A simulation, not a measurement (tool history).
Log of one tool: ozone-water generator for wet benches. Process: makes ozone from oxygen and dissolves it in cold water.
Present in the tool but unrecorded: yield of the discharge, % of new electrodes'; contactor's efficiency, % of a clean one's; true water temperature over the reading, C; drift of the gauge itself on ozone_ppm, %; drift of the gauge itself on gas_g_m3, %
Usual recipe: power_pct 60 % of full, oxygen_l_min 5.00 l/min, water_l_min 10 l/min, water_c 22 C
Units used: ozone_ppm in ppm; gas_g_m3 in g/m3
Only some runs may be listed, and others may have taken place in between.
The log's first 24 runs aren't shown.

| run | hour | power_pct | oxygen_l_min | water_l_min | water_c | hours of work since the electrodes were changed | hours of work since the contactor was cleaned | hours of work since the thermometer was calibrated | ozone_ppm | gas_g_m3 |
|---|---|---|---|---|---|---|---|---|---|---|
| 25 | 1428.1 | 43 | 7.78 | 7 | 22 | 882 | 306 | 4541 | 29.5 | 146.0 |
| 26 | 1478.4 | 60 | 5.00 | 10 | 19 | 913 | 336 | 4571 | 35.5 | 218.4 |
| 27 | 1560.4 | 99 | 4.09 | 13 | 17 | 962 | 385 | 4620 | 44.4 | 343.4 |
| 28 | 1611.6 | 99 | 4.09 | 13 | 17 | 993 | 416 | 4651 | 44.6 | 343.6 |
| 29 | 1674.1 | 99 | 4.09 | 13 | 17 | 1030 | 453 | 4689 | 44.3 | 340.4 |
| 30 | 1742.2 | 64 | 4.06 | 9 | 14 | 1071 | 494 | 4730 | 42.4 | 246.4 |
|  | 1781.2 | water thermometer calibrated |
| 31 | 1817.6 | 60 | 2.63 | 9 | 22 | 1116 | 539 | 22 | 33.5 | 270.6 |
| 32 | 1878.9 | 41 | 2.83 | 9 | 22 | 1153 | 576 | 59 | 25.5 | 196.2 |

3 options for the next run, each taken on its own from the tool as it stands now. Forecast them:
| A | 1923.6 | 41 | 8.21 | 6 | 14 | 1180 | 603 | 86 | ? | ? |
| B | 1923.6 | 60 | 7.04 | 14 | 18 | 1180 | 603 | 86 | ? | ? |
| C | 1923.6 | 60 | 3.68 | 10 | 26 | 1180 | 603 | 86 | ? | ? |

| run | ozone_ppm | gas_g_m3 |
|---|---|---|
| A | 36.2 | 139.1 |
| B | 30.2 | 197.2 |
| C | 30.1 | 242.3 |
Without the tool's hidden state the same runs would have given:
| run | ozone_ppm | gas_g_m3 |
|---|---|---|
| A | 36.9 | 141.5 |
| B | 31.1 | 202.2 |
| C | 31.0 | 248.6 |
